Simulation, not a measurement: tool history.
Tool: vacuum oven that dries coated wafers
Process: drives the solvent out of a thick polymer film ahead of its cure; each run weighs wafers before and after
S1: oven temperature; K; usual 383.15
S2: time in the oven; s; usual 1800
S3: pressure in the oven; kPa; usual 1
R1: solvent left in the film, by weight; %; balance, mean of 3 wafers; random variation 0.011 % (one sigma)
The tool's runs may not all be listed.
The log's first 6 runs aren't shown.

run 7 hour=127.5 | S1=383.15 S2=3000 S3=1 | R1=0.47
run 8 hour=157.5 | S1=383.15 S2=3000 S3=1 | R1=0.45
run 9 hour=178.5 | S1=391.15 S2=1800 S3=1 | R1=0.45
run 10 hour=206.6 | S1=391.15 S2=1800 S3=1 | R1=0.46
run 11 hour=237.1 | S1=383.15 S2=1440 S3=1 | R1=1.84
run 12 hour=252.9 | S1=383.15 S2=1440 S3=1 | R1=1.84
run 13 hour=270.1 | S1=383.15 S2=1440 S3=1 | R1=1.84
run 14 hour=297.7 | S1=383.15 S2=1440 S3=1 | R1=1.81
run 15 hour=322.6 | S1=383.15 S2=1440 S3=1 | R1=1.8
run 16 hour=352.9 | S1=383.15 S2=1800 S3=1 | R1=1.15
run 17 hour=381.4 | S1=383.15 S2=1800 S3=1 | R1=1.13
run 18 hour=398.4 | S1=375.15 S2=2760 S3=2.97 | R1=2.09
run 19 hour=420.1 | S1=373.15 S2=960 S3=0.76 | R1=6.79
run 20 hour=448.8 | S1=383.15 S2=1800 S3=1.59 | R1=1.32
run 21 hour=466.8 | S1=383.15 S2=1800 S3=1.59 | R1=1.33
-- hour=469.6 vacuum gauge cleaned of residue and calibrated
run 22 hour=482.7 | S1=394.15 S2=1800 S3=3.02 | R1=0.82
run 23 hour=511.5 | S1=383.15 S2=2220 S3=0.61 | R1=0.61
-- hour=519.1 vacuum gauge cleaned of residue and calibrated, once more
run 24 hour=535 | S1=386.15 S2=1020 S3=1 | R1=2.55
run 25 hour=560.6 | S1=385.15 S2=1140 S3=1.07 | R1=2.29

The next listed run, before its measurement:
run 26 hour=585.3 | S1=381.15 S2=1800 S3=2.66 | R1=?

{"run 26": {"R1": 1.98}}
Without the tool's hidden state the same run would have given R1 2.08 %.
